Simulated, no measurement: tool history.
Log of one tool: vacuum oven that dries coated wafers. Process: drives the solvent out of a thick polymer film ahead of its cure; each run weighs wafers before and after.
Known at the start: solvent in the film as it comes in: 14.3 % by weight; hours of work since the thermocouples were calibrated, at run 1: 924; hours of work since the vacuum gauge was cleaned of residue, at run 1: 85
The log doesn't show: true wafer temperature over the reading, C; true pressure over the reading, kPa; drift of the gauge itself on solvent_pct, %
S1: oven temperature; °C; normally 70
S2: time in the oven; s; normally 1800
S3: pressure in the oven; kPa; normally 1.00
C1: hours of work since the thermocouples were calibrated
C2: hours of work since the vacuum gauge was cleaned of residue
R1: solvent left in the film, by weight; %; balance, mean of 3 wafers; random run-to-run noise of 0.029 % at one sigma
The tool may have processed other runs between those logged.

Run 1, hour 0.0: usual settings; C1 924; C2 85. Result: R1 1.58 %.
Run 2, hour 11.7: usual settings but S3 3.85 kPa; C1 930; C2 92. Result: R1 2.73 %.
Run 3, hour 22.1: usual settings but S3 3.85 kPa; C1 936; C2 97. Result: R1 2.71 %.
Run 4, hour 36.0: usual settings; C1 944; C2 105. Result: R1 1.53 %.
Run 5, hour 58.3: usual settings; C1 956; C2 118. Result: R1 1.59 %.
Run 6, hour 79.4: usual settings but S3 0.55 kPa; C1 968; C2 129. Result: R1 1.46 %.
Run 7, hour 89.8: usual settings but S3 0.55 kPa; C1 974; C2 135. Result: R1 1.47 %.
Run 8, hour 107.4: usual settings but S3 0.55 kPa; C1 984; C2 145. Result: R1 1.38 %.
Run 9, hour 127.9: usual settings but S2 1860 s; C1 995; C2 157. Result: R1 1.57 %.
Run 10, hour 147.8: usual settings but S2 1860 s; C1 1006; C2 168. Result: R1 1.60 %.
Run 11, hour 160.9: usual settings but S2 1860 s, S3 3.38 kPa; C1 1014; C2 175. Result: R1 2.46 %.
Run 12, hour 183.2: usual settings; C1 1026; C2 187. Result: R1 1.61 %.
Run 13, hour 196.0: usual settings; C1 1033; C2 195. Result: R1 1.62 %.
Run 14, hour 213.7: usual settings; C1 1043; C2 205. Result: R1 1.60 %.
Run 15, hour 235.9: usual settings but S3 1.25 kPa; C1 1056; C2 217. Result: R1 1.75 %.
Run 16, hour 254.5: usual settings but S3 1.56 kPa; C1 1066; C2 227. Result: R1 1.81 %.
Run 17, hour 274.6: usual settings but S1 81 °C, S2 1260 s, S3 1.01 kPa; C1 1077; C2 239. Result: R1 0.70 %.
Run 18, hour 284.0: usual settings but S1 65 °C, S3 0.95 kPa; C1 1083; C2 244. Result: R1 2.87 %.
Run 19, hour 303.0: usual settings but S2 960 s; C1 1093; C2 254. Result: R1 3.87 %.
Run 20, hour 313.0: usual settings but S1 57 °C, S3 2.56 kPa; C1 1099; C2 260. Result: R1 6.24 %.
Run 21, hour 331.8: usual settings but S1 57 °C; C1 1109; C2 271. Result: R1 5.38 %.
Run 22, hour 342.7: usual settings but S1 85 °C, S3 1.28 kPa; C1 1115; C2 277. Result: R1 0.33 %.
Run 23, hour 356.5: usual settings but S1 58 °C, S3 2.71 kPa; C1 1123; C2 284. Result: R1 5.92 %.
Run 24, hour 366.7: usual settings but S2 900 s; C1 1129; C2 290. Result: R1 4.12 %.
Run 25, hour 384.7: usual settings but S2 900 s; C1 1139; C2 300. Result: R1 4.16 %.
Run 26, hour 400.1: usual settings but S1 75 °C, S2 2820 s; C1 1148; C2 309. Result: R1 0.45 %.
Run 27, hour 410.6: usual settings but S1 75 °C, S2 1080 s; C1 1153; C2 315. Result: R1 2.03 %.
Run 28, hour 430.0: usual settings but S1 75 °C, S2 1080 s; C1 1164; C2 326. Result: R1 2.14 %.
Run 29, hour 448.6: usual settings but S1 76 °C, S2 1080 s, S3 1.10 kPa; C1 1175; C2 336. Result: R1 1.91 %.
Run 30, hour 470.9: usual settings but S1 76 °C, S2 1080 s, S3 1.10 kPa; C1 1187; C2 348. Result: R1 1.88 %.
Run 31, hour 482.7: usual settings but S1 84 °C, S2 2160 s, S3 1.73 kPa; C1 1194; C2 355. Result: R1 0.46 %.

Alternative continuations, all from the tool just after run 31; predict every row:
Run A, hour 505.2: usual settings but S1 84 °C, S2 1260 s, S3 1.73 kPa; C1 1206; C2 368. Result: R1 ?.
Run B, hour 505.2: usual settings but S3 3.36 kPa; C1 1206; C2 368. Result: R1 ?.
Run C, hour 505.2: usual settings but S1 63 °C, S2 1080 s, S3 1.95 kPa; C1 1206; C2 368. Result: R1 ?.

run    R1
  A  0.62
  B  2.63
  C  5.96
The same runs, with their run-to-run variation unchanged, on a tool lacking any hidden condition would have given:
run    R1
  A  0.52
  B  2.33
  C  5.57
